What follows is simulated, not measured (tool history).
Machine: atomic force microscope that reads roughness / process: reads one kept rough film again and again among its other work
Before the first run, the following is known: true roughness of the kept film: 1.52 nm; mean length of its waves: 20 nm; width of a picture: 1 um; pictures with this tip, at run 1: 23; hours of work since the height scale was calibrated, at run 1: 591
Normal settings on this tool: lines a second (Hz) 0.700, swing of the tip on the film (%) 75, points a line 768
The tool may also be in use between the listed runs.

run,day,lines a second (Hz),swing of the tip on the film (%),points a line,pictures with this tip,hours of work since the height scale was calibrated,roughness of the kept film (nm (root mean square))
1,0.000,0.700,75,768,23,591,1.253
2,1.808,0.700,75,768,96,612,1.267
# day 2.900: new tip fitted
3,3.388,0.700,75,768,20,631,1.256
4,4.392,0.700,75,768,61,643,1.257
# day 6.342: new tip fitted
5,6.342,0.700,75,768,0,666,1.251
6,8.292,1.382,75,768,78,689,1.205
7,9.742,1.382,75,768,137,707,1.207
# day 9.954: new tip fitted
8,11.558,1.382,75,768,64,728,1.204
# day 13.433: new tip fitted
9,13.583,0.700,75,970,6,752,1.249
10,14.938,0.700,75,970,61,768,1.262
11,16.204,0.700,75,970,112,783,1.272
# day 16.921: new tip fitted
12,17.288,0.700,75,780,15,796,1.261
13,19.083,0.700,75,780,88,818,1.259
# day 20.492: new tip fitted
14,20.696,0.700,75,780,8,837,1.256
15,22.308,0.700,75,780,73,856,1.249
16,23.250,0.700,82,768,111,867,1.232
# day 24.017: new tip fitted
17,24.517,0.965,82,768,20,882,1.198
18,25.733,0.700,75,741,70,897,1.253
# day 27.488: new tip fitted
19,27.492,0.700,75,768,0,917,1.252
20,29.342,0.700,75,768,75,939,1.246
21,30.650,0.700,75,768,128,955,1.256
# day 31.012: new tip fitted
22,32.642,0.700,75,768,66,979,1.250
23,33.650,0.700,75,768,107,991,1.247
# day 34.446: new tip fitted
24,34.721,0.700,81,768,11,1003,1.237
25,36.375,0.700,81,768,78,1023,1.242
# day 37.958: new tip fitted
26,38.488,0.700,81,768,21,1048,1.225
# day 39.733: height scale calibrated on a step standard
27,40.325,0.700,81,768,94,7,1.234
# day 41.554: new tip fitted
28,41.792,0.508,75,833,9,24,1.268

Expected results for the next run?
29,43.358,0.930,78,984,73,43,?

Run 29 produced roughness of the kept film (nm (root mean square)) 1.217.
Were there no unlogged condition in the tool, this run, its random variation unchanged, would have produced roughness of the kept film (nm (root mean square)) 1.218.

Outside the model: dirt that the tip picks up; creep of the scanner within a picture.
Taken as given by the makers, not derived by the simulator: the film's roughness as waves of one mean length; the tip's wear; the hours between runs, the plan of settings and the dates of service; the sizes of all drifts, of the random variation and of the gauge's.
